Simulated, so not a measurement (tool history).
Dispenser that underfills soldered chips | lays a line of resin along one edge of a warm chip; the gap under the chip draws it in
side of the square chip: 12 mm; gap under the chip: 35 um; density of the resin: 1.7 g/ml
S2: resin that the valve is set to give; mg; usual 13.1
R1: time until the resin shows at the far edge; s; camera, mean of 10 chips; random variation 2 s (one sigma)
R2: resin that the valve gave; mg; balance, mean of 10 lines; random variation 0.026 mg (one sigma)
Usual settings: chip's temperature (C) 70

{"run": 1, "hour": 0.0, "chip's temperature (C)": 70, "S2": 13.1, "R1": 214.7, "R2": 13.06}
{"hour": 6.2, "done": "new syringe of resin"}
{"run": 2, "hour": 11.5, "chip's temperature (C)": 70, "S2": 13.1, "R1": 227.2, "R2": 13.02}
{"hour": 16.0, "done": "new syringe of resin"}
{"run": 3, "hour": 17.2, "chip's temperature (C)": 70, "S2": 13.1, "R1": 210.1, "R2": 12.94}
{"hour": 25.7, "done": "new syringe of resin"}
{"run": 4, "hour": 27.2, "chip's temperature (C)": 70, "S2": 13.1, "R1": 204.7, "R2": 12.95}
{"hour": 35.8, "done": "new syringe of resin"}
{"run": 5, "hour": 37.5, "chip's temperature (C)": 79, "S2": 13.1, "R1": 144.3, "R2": 12.88}
{"hour": 45.8, "done": "new syringe of resin"}
{"run": 6, "hour": 46.0, "chip's temperature (C)": 79, "S2": 13.1, "R1": 138.5, "R2": 12.83}
{"hour": 55.9, "done": "new syringe of resin"}
{"run": 7, "hour": 55.9, "chip's temperature (C)": 79, "S2": 13.1, "R1": 137.4, "R2": 12.8}
{"hour": 63.0, "done": "dispensing valve cleaned and set on the balance"}
{"run": 8, "hour": 64.6, "chip's temperature (C)": 79, "S2": 13.1, "R1": 163.7, "R2": 13.11}
{"hour": 66.6, "done": "new syringe of resin"}
{"run": 9, "hour": 73.1, "chip's temperature (C)": 79, "S2": 13.1, "R1": 153.8, "R2": 13.12}
{"hour": 76.1, "done": "new syringe of resin"}
{"run": 10, "hour": 79.8, "chip's temperature (C)": 79, "S2": 13.1, "R1": 152.8, "R2": 13.04}
{"hour": 85.9, "done": "new syringe of resin"}
{"run": 11, "hour": 87.3, "chip's temperature (C)": 70, "S2": 13.2, "R1": 197.6, "R2": 13.08}
{"hour": 95.6, "done": "new syringe of resin"}
{"run": 12, "hour": 98.2, "chip's temperature (C)": 70, "S2": 13.1, "R1": 205.9, "R2": 12.98}
{"hour": 105.6, "done": "new syringe of resin"}
{"run": 13, "hour": 106.3, "chip's temperature (C)": 70, "S2": 13.1, "R1": 199.4, "R2": 12.95}
{"run": 14, "hour": 114.2, "chip's temperature (C)": 63, "S2": 13.1, "R1": 313.5, "R2": 12.89}
{"hour": 115.1, "done": "new syringe of resin"}
{"hour": 124.6, "done": "new syringe of resin"}
{"run": 15, "hour": 125.9, "chip's temperature (C)": 63, "S2": 13.1, "R1": 255.5, "R2": 12.89}
{"hour": 130.3, "done": "dispensing valve cleaned and set on the balance"}
{"hour": 134.9, "done": "new syringe of resin"}
{"run": 16, "hour": 136.6, "chip's temperature (C)": 70, "S2": 13.1, "R1": 201.9, "R2": 13.07}
{"run": 17, "hour": 142.7, "chip's temperature (C)": 70, "S2": 13.1, "R1": 233.6, "R2": 13.02}
{"hour": 145.1, "done": "new syringe of resin"}
{"run": 18, "hour": 151.8, "chip's temperature (C)": 70, "S2": 13.1, "R1": 226.5, "R2": 13}
{"hour": 154.8, "done": "new syringe of resin"}
{"run": 19, "hour": 162.4, "chip's temperature (C)": 72, "S2": 13.1, "R1": 214.9, "R2": 13}

Forecast run 20:
{"hour": 164.5, "done": "new syringe of resin"}
{"run": 20, "hour": 170.6, "chip's temperature (C)": 72, "S2": 13.1, "R1": "?", "R2": "?"}

Run 20 gave R1 205.2 s, R2 12.92 mg.
Without the tool's hidden state the same run would have given R1 185 s, R2 13.1 mg.
